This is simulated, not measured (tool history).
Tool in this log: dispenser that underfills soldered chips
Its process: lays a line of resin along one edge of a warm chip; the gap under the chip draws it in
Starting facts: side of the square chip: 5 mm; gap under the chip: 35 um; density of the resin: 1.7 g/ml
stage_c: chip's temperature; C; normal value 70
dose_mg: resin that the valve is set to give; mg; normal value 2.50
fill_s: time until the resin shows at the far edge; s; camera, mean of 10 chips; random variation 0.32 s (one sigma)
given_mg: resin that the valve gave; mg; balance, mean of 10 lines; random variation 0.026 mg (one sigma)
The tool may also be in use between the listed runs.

run	hour	stage_c	dose_mg	fill_s	given_mg
1	0.0	70	2.50	15.4	2.31
# hour 4.8: new syringe of resin
2	8.2	70	2.50	12.1	2.32
3	16.4	56	2.50	33.7	2.25
# hour 17.6: new syringe of resin
4	21.8	56	2.50	24.2	2.29
5	27.8	56	2.50	31.8	2.27
# hour 30.6: new syringe of resin
6	35.7	56	2.50	25.5	2.26
7	39.4	56	2.50	29.2	2.20
# hour 43.2: new syringe of resin
8	45.8	70	2.50	12.0	2.25
9	53.5	70	2.50	16.6	2.23
# hour 55.7: new syringe of resin
10	58.4	70	2.50	12.5	2.28
11	65.9	70	2.50	17.0	2.22
# hour 68.1: new syringe of resin
# hour 72.5: dispensing valve cleaned and set on the balance
12	72.6	70	2.50	12.0	2.46
13	78.3	70	2.50	16.6	2.49
# hour 81.6: new syringe of resin
14	86.1	70	2.50	13.0	2.52
15	92.6	70	2.17	17.5	2.11
# hour 94.0: new syringe of resin
16	98.6	70	2.17	13.0	2.16
17	103.2	56	2.50	30.1	2.47
# hour 106.9: new syringe of resin
18	107.1	58	2.50	18.1	2.45
19	113.8	58	2.50	25.6	2.44
# hour 119.6: new syringe of resin
20	121.0	65	2.69	14.5	2.59
21	127.4	65	3.05	18.9	2.93
22	131.2	65	3.05	22.6	2.92
# hour 132.2: new syringe of resin
23	137.3	65	3.05	16.5	2.95
24	142.2	65	3.05	20.9	2.91
# hour 145.1: new syringe of resin
25	147.5	60	2.49	18.8	2.36
26	153.7	74	2.17	14.0	2.07
# hour 157.8: new syringe of resin
27	160.7	81	3.07	7.7	2.89
28	164.3	76	2.91	10.9	2.78
# hour 170.5: new syringe of resin
29	171.1	75	2.89	8.5	2.70
30	175.0	65	2.31	16.8	2.13
31	182.4	59	2.79	31.3	2.62
# hour 183.3: new syringe of resin
32	188.5	70	2.94	13.2	2.70
33	193.9	78	2.56	12.1	2.41
# hour 195.7: new syringe of resin
34	198.6	62	3.00	17.2	2.81
35	202.6	62	3.00	20.4	2.79
# hour 208.3: new syringe of resin
36	210.4	62	3.00	16.9	2.74
37	218.7	62	2.70	25.1	2.40

What would each run have given without the hidden state, its run-to-run variation left as it was?
Hidden conditions of the tool in this case: resin's viscosity, % of fresh resin's; dose that the valve gives, % of what is set; true chip temperature over the reading, C; drift of the gauge itself on fill_s, %; drift of the gauge itself on given_mg, %.
run	fill_s	given_mg
1	10.8	2.50
2	10.1	2.51
3	19.3	2.46
4	19.3	2.50
5	19.0	2.50
6	19.7	2.49
7	18.6	2.44
8	10.5	2.50
9	10.0	2.49
10	10.7	2.55
11	10.0	2.50
12	9.9	2.46
13	10.5	2.50
14	10.5	2.54
15	10.3	2.14
16	10.4	2.19
17	19.4	2.51
18	17.4	2.49
19	18.0	2.50
20	13.2	2.66
21	12.8	3.02
22	12.8	3.02
23	12.7	3.07
24	12.9	3.03
25	16.0	2.47
26	8.8	2.18
27	6.6	3.05
28	7.8	2.93
29	7.9	2.87
30	12.9	2.26
31	17.1	2.80
32	9.8	2.90
33	6.8	2.60
34	14.4	3.04
35	14.0	3.02
36	14.5	2.98
37	14.4	2.64

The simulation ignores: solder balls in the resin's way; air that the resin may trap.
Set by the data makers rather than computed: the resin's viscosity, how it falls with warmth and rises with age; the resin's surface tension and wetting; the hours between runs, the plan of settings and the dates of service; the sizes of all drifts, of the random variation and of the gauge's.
